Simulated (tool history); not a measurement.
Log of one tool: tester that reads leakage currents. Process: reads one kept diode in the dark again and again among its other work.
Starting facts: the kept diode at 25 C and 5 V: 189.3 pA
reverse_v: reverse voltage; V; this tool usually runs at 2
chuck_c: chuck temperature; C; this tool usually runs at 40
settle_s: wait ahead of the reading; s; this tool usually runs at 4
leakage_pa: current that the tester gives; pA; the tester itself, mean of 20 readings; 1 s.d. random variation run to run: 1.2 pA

Run 1, hour 0: usual settings. Result: leakage_pa 404.82 pA.
Run 2, hour 159.5: usual settings. Result: leakage_pa 407.62 pA.
Run 3, hour 401.5: usual settings. Result: leakage_pa 405.92 pA.
Run 4, hour 646.1: usual settings but chuck_c 38 C. Result: leakage_pa 352.53 pA.
Run 5, hour 849.9: usual settings but chuck_c 38 C. Result: leakage_pa 354.86 pA.
Run 6, hour 993.6: usual settings but chuck_c 38 C. Result: leakage_pa 352.52 pA.
Run 7, hour 1105.3: usual settings but chuck_c 38 C, settle_s 0.48 s. Result: leakage_pa 354.26 pA.
Run 8, hour 1279.3: usual settings but settle_s 4.39 s. Result: leakage_pa 405.75 pA.
Run 9, hour 1537.5: usual settings but settle_s 4.39 s. Result: leakage_pa 402.97 pA.
Run 10, hour 1759.2: usual settings but chuck_c 42 C. Result: leakage_pa 464.29 pA.
Run 11, hour 1922.9: usual settings but chuck_c 42 C. Result: leakage_pa 464.39 pA.
Run 12, hour 2136.2: usual settings but chuck_c 42 C. Result: leakage_pa 462.97 pA.
Run 13, hour 2354.3: usual settings but chuck_c 42 C. Result: leakage_pa 463.46 pA.
Run 14, hour 2503: usual settings but chuck_c 42 C. Result: leakage_pa 462.57 pA.
Run 15, hour 2743.2: usual settings but reverse_v 6.58 V. Result: leakage_pa 598.57 pA.
Run 16, hour 2913.5: usual settings but reverse_v 6.58 V. Result: leakage_pa 601.05 pA.
Run 17, hour 3162.7: usual settings but settle_s 6.81 s. Result: leakage_pa 402.76 pA.
Run 18, hour 3390.5: usual settings but settle_s 6.81 s. Result: leakage_pa 402.32 pA.
Run 19, hour 3647.5: usual settings but settle_s 6.81 s. Result: leakage_pa 408.55 pA.
Run 20, hour 3902.2: usual settings but settle_s 1.96 s. Result: leakage_pa 405.39 pA.
Run 21, hour 4163.1: usual settings but settle_s 1.96 s. Result: leakage_pa 405.11 pA.
Run 22, hour 4364.5: usual settings but settle_s 1.96 s. Result: leakage_pa 404.33 pA.
Run 23, hour 4618: usual settings but settle_s 1.96 s. Result: leakage_pa 406.79 pA.
Run 24, hour 4841.7: usual settings but settle_s 1.26 s. Result: leakage_pa 406.35 pA.
Run 25, hour 4998.5: usual settings but reverse_v 1.01 V, chuck_c 58 C, settle_s 1.41 s. Result: leakage_pa 1014.77 pA.
Run 26, hour 5107.3: usual settings but reverse_v 2.83 V, chuck_c 22 C, settle_s 0.82 s. Result: leakage_pa 127.36 pA.
Run 27, hour 5246.3: usual settings but reverse_v 4.93 V, chuck_c 21 C. Result: leakage_pa 139.06 pA.
Run 28, hour 5357.2: usual settings but settle_s 1.02 s. Result: leakage_pa 404.11 pA.
Run 29, hour 5470.6: usual settings but settle_s 1.02 s. Result: leakage_pa 404.77 pA.
Run 30, hour 5735.7: usual settings but reverse_v 15.53 V, chuck_c 35 C, settle_s 1.46 s. Result: leakage_pa 565.13 pA.
Run 31, hour 5854.8: usual settings but reverse_v 15.53 V, chuck_c 35 C, settle_s 1.46 s. Result: leakage_pa 565.65 pA.
Run 32, hour 6097.5: usual settings but reverse_v 15.53 V, chuck_c 24 C, settle_s 1.46 s. Result: leakage_pa 257.74 pA.
Run 33, hour 6360.4: usual settings but reverse_v 15.53 V, chuck_c 24 C, settle_s 1.46 s. Result: leakage_pa 258.15 pA.
Run 34, hour 6600.4: usual settings but reverse_v 2.33 V, chuck_c 23 C, settle_s 0.35 s. Result: leakage_pa 129.61 pA.
Run 35, hour 6796.7: usual settings but reverse_v 19.22 V. Result: leakage_pa 848.13 pA.
Run 36, hour 6916.7: usual settings but reverse_v 19.22 V, chuck_c 55 C, settle_s 0.97 s. Result: leakage_pa 2240.46 pA.
Run 37, hour 7046.1: usual settings but reverse_v 19.22 V, chuck_c 55 C, settle_s 0.97 s. Result: leakage_pa 2223.38 pA.
Run 38, hour 7208: usual settings but reverse_v 19.22 V, chuck_c 55 C, settle_s 0.97 s. Result: leakage_pa 2228.98 pA.
Run 39, hour 7416.2: usual settings but reverse_v 19.22 V, chuck_c 37 C, settle_s 0.97 s. Result: leakage_pa 699.43 pA.

Put back what was entered between runs (5 entries, withheld): which listed runs does each sit between, and how does the hidden state differ from the listed run before to the listed run after?
Runs 3 to 4: probe card cleaned and baked (hour 591.7)
  stray current of the dirty probe card, pA a volt: 0.044 -> 0.02
  measured minus no-state result, leakage_pa: +0.6 -> +0.53 pA
Runs 8 to 9: chuck's temperature calibrated (hour 1537.5)
  stray current of the dirty probe card, pA a volt: 0.023 -> 0.025; true chuck temperature over the reading, C: 0.03 -> 0
  measured minus no-state result, leakage_pa: +0.73 -> -0.07 pA
Runs 26 to 27: chuck's temperature calibrated (hour 5224.3)
  true chuck temperature over the reading, C: 0.02 -> 0
  measured minus no-state result, leakage_pa: +0.26 -> +0.08 pA
Runs 28 to 29: tester calibrated (hour 5470.6)
  stray current of the dirty probe card, pA a volt: 0.044 -> 0.045; current scale over the true one, %: -0.03 -> 0
  measured minus no-state result, leakage_pa: -0.03 -> +0.11 pA
Runs 29 to 30: probe card cleaned and baked (hour 5735.7)
  stray current of the dirty probe card, pA a volt: 0.045 -> 0.02
  measured minus no-state result, leakage_pa: +0.11 -> +0.16 pA
